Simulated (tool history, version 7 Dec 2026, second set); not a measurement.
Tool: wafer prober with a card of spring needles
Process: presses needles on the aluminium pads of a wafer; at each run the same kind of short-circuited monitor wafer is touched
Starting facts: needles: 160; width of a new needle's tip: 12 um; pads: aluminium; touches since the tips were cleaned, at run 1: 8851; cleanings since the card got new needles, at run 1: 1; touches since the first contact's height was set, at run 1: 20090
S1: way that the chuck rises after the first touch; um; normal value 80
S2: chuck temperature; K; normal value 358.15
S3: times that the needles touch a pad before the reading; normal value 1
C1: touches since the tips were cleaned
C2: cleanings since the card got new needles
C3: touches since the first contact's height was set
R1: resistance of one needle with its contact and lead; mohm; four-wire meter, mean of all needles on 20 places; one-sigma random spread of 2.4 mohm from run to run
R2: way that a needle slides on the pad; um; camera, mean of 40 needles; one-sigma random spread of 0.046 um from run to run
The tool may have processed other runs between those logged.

run,hour,S1,S2,S3,C1,C2,C3,R1,R2
1,0.0,80,358.15,1,8851,1,20090,285,22.23
# hour 0.9: tips cleaned on abrasive film
2,12.6,80,358.15,1,3881,2,24229,295,22.21
# hour 18.9: tips cleaned on abrasive film, once more
3,21.9,80,358.15,1,992,3,27279,275,22.12
4,31.4,80,358.15,1,4157,3,30444,278,22.26
5,37.2,80,366.15,1,6078,3,32365,283,22.19
# hour 46.6: tips cleaned on abrasive film
6,47.0,80,366.15,1,154,4,35587,270,22.17
7,55.8,80,366.15,1,3045,4,38478,283,22.11
8,65.6,80,366.15,1,6319,4,41752,281,22.12
9,71.2,80,366.15,1,8162,4,43595,292,22.26
# hour 74.3: tips cleaned on abrasive film
10,77.7,80,358.15,1,1140,5,45730,278,22.11
11,87.3,60,358.15,1,4290,5,48880,276,16.53
12,99.6,60,338.15,1,8399,5,52989,286,16.62
# hour 101.7: tips cleaned on abrasive film
13,111.6,60,338.15,1,3289,6,56933,279,16.57
14,122.6,60,338.15,1,6933,6,60577,281,16.54
# hour 129.3: tips cleaned on abrasive film
15,134.1,80,350.15,1,1569,7,64337,270,22.09
16,143.9,80,358.15,1,4814,7,67582,284,22.07
17,153.8,94,358.15,1,8107,7,70875,286,25.95
# hour 156.9: tips cleaned on abrasive film
18,165.2,80,358.15,3,2744,8,74614,269,22.08
19,175.2,80,358.15,3,6071,8,77941,275,22.05
20,182.4,80,358.15,3,8453,8,80323,271,21.94
# hour 184.5: tips cleaned on abrasive film
21,195.5,80,358.15,3,3672,9,84642,268,22.04
22,204.7,68,358.15,2,6696,9,87666,281,18.69
# hour 211.9: tips cleaned on abrasive film
23,213.1,69,358.15,1,383,10,90428,270,18.93
24,225.9,69,358.15,1,4620,10,94665,279,18.97
25,234.3,69,358.15,1,7413,10,97458,290,18.99
# hour 239.6: tips cleaned on abrasive film
26,247.2,80,347.15,2,2532,11,101700,268,21.99
27,256.2,80,347.15,2,5508,11,104676,274,22.00
28,262.8,80,347.15,2,7722,11,106890,278,21.88
# hour 267.0: tips cleaned on abrasive film
29,273.7,79,300.15,2,2194,12,110441,261,21.66
30,281.8,93,364.15,1,4877,12,113124,281,25.48
31,293.0,93,364.15,1,8588,12,116835,286,25.51
# hour 294.4: tips cleaned on abrasive film
32,300.5,91,364.15,1,2033,13,119310,274,25.04
33,311.5,91,364.15,1,5683,13,122960,281,25.02
34,320.8,61,358.15,2,8756,13,126033,284,16.54
# hour 321.8: tips cleaned on abrasive film
35,327.0,66,336.15,2,1729,14,128052,268,17.98

How would selected steps in R1 from run to run divide? Give the signed amount a tool lacking its hidden state would still show from settings, what came in and random variation, and the signed amount left for the hidden state, including any gauge scatter that is not in both of the compared results.
The hidden state here: debris on the tips, nm; way that the needles fall short of the set height, um; tips' diameter, um; drift of the gauge itself on contact_mohm, %; drift of the gauge itself on scrub_um, %.
Run 2 -> 3: tips cleaned on abrasive film, once more. R1 -20 mohm: hidden state -20, all else +0.
Run 5 -> 6: tips cleaned on abrasive film. R1 -13 mohm: hidden state -15, all else +2.
Run 17 -> 18: S1 94 -> 80, S3 1 -> 3, tips cleaned on abrasive film. R1 -17 mohm: hidden state -14, all else -3.
Run 25 -> 26: S1 69 -> 80, S2 358.15 -> 347.15, S3 1 -> 2, tips cleaned on abrasive film. R1 -22 mohm: hidden state -14, all else -8.
Run 29 -> 30: S1 79 -> 93, S2 300.15 -> 364.15, S3 2 -> 1. R1 +20 mohm: hidden state +7, all else +13.
